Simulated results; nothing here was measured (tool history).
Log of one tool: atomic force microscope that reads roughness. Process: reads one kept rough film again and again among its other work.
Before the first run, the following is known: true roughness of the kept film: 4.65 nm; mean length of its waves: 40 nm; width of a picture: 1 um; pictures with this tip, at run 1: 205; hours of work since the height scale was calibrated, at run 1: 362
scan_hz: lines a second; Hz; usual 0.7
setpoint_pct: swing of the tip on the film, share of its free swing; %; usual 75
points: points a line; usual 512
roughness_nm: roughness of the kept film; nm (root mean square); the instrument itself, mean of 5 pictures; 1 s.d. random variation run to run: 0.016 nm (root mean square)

run   hour  scan_hz  setpoint_pct  points  pictures with this tip  hours of work since the height scale was calibrated  roughness_nm
  1      0      0.7            75     512                     205                                                  362         3.628
  2   11.9      0.7            75     512                     229                                                  369         3.622
  3   20.5      0.7            75     512                     246                                                  374          3.61
  4   34.9      0.7            75     512                     274                                                  383         3.573
  5   53.5      0.7            75     512                     311                                                  394         3.533
      59.3  -- new tip fitted
  6   62.2      0.7            75     512                       6                                                  399         3.896
  7   79.8      0.7            75     295                      41                                                  410         3.846
  8   97.2      0.7            75     512                      75                                                  421         3.839
  9  113.7      0.7            75     512                     107                                                  431         3.743
 10  131.8      0.7            75     512                     143                                                  442         3.712
 11  145.6      0.7            75     512                     170                                                  450           3.7
 12  157.6      0.7            75     512                     194                                                  457         3.666
 13    172      0.7            62     512                     222                                                  466         3.738
 14  186.3    2.763            56     318                     251                                                  475         3.532
     188.7  -- height scale calibrated on a step standard
 15  202.4    2.763            56     318                     280                                                    8         3.493
 16  220.4    2.763            56     510                     316                                                   19          3.49
     223.6  -- new tip fitted
 17  240.2    2.763            56     510                      33                                                   31         3.804
 18  252.9    0.576            86     388                      58                                                   39         3.741
 19  262.6     1.08            85     332                      77                                                   45          3.51
 20  272.1    0.776            64     512                      96                                                   50         3.853
     292.5  -- height scale calibrated on a step standard, once more
 21  292.5    0.776            64     512                     134                                                    0         3.813
 22  307.9    0.776            64     512                     165                                                    9         3.806

Describe how what the log doesn't record of the tool's condition differs between the last listed run preceding each entry between runs and the first listed run following it.
In the gap between runs 5 and 6: new tip fitted (hour 59.3)
  radius of the tip, nm: 20.8 -> 10.8; height scale over the true one, %: -0.4 -> -0.41
  the result without the hidden state subtracted from the measured one, roughness_nm: -0.41 -> -0.05 nm (root mean square)
In the gap between runs 14 and 15: height scale calibrated on a step standard (hour 188.7)
  radius of the tip, nm: 18.9 -> 19.9; height scale over the true one, %: -0.51 -> -0.69
  the result without the hidden state subtracted from the measured one, roughness_nm: -0.344 -> -0.383 nm (root mean square)
In the gap between runs 16 and 17: new tip fitted (hour 223.6)
  radius of the tip, nm: 21.2 -> 11.7; height scale over the true one, %: -0.7 -> -0.72
  the result without the hidden state subtracted from the measured one, roughness_nm: -0.428 -> -0.093 nm (root mean square)
In the gap between runs 20 and 21: height scale calibrated on a step standard, once more (hour 292.5)
  radius of the tip, nm: 13.7 -> 15; height scale over the true one, %: -0.74 -> -0.01
  the result without the hidden state subtracted from the measured one, roughness_nm: -0.179 -> -0.197 nm (root mean square)
